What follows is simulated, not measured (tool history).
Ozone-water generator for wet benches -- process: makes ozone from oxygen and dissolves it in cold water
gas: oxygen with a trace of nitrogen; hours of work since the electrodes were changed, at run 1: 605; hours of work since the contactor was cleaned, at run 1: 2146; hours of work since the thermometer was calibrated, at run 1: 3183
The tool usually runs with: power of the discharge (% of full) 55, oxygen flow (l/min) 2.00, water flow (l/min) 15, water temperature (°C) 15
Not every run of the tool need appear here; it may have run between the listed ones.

run    hour  power of the discharge (% of full)  oxygen flow (l/min)  water flow (l/min)  water temperature (°C)  hours of work since the electrodes were changed  hours of work since the contactor was cleaned  hours of work since the thermometer was calibrated  dissolved ozone (ppm)  ozone in the gas ahead of the water (g/m3)
  1     0.0                                  55                 2.00                  15                      15                                              605                                           2146                                                3183                   7.83                                       118.1
  2    52.4                                  55                 2.00                  15                      15                                              637                                           2178                                                3215                   7.63                                       119.5
  3    88.8                                  55                 2.00                  15                      15                                              659                                           2200                                                3237                   7.87                                       118.6
  4   167.2                                  55                 2.00                  15                      15                                              707                                           2248                                                3285                   7.88                                       119.6
  5   238.3                                  55                 2.00                  15                      15                                              750                                           2291                                                3329                   7.83                                       120.2
  6   322.0                                  55                 2.00                  15                      15                                              801                                           2342                                                3380                   7.70                                       119.8
  7   395.8                                  55                 2.00                  15                      15                                              846                                           2387                                                3425                   7.73                                       119.7
  8   475.5                                  55                 2.00                  15                      15                                              895                                           2436                                                3473                   7.74                                       116.7
  9   562.2                                  55                 2.00                  15                      15                                              948                                           2489                                                3526                   7.61                                       118.9
 10   639.5                                  55                 2.00                  15                      15                                              995                                           2536                                                3573                   7.72                                       118.3
 11   683.5                                  55                 2.00                  15                      15                                             1022                                           2563                                                3600                   7.75                                       118.6
 12   746.4                                  55                 2.00                  20                      17                                             1060                                           2601                                                3639                   5.73                                       117.8
 13   811.6                                  55                 2.00                  20                      17                                             1100                                           2641                                                3678                   5.57                                       119.2
 14   870.8                                  76                 1.01                  20                      15                                             1136                                           2677                                                3714                   5.85                                       215.0
 15   926.3                                  48                 2.58                  15                      14                                             1170                                           2711                                                3748                   7.44                                        95.6
 16   999.6                                  86                 2.00                   9                      15                                             1215                                           2756                                                3793                  17.09                                       165.4
 17  1052.4                                  86                 2.00                   9                      15                                             1247                                           2788                                                3825                  17.24                                       165.4
 18  1099.9                                  40                 2.00                  18                      15                                             1276                                           2817                                                3854                   5.04                                        92.0

Run 19, settings as shown, results not yet in. Your forecast:
 19  1173.7                                  40                 2.00                  18                      15                                             1321                                           2862                                                3899                      ?                                           ?

Run 19 measured dissolved ozone (ppm) 4.99, ozone in the gas ahead of the water (g/m3) 91.9.
The same run, on a tool lacking any hidden state, would have yielded dissolved ozone (ppm) 5.19, ozone in the gas ahead of the water (g/m3) 93.0.

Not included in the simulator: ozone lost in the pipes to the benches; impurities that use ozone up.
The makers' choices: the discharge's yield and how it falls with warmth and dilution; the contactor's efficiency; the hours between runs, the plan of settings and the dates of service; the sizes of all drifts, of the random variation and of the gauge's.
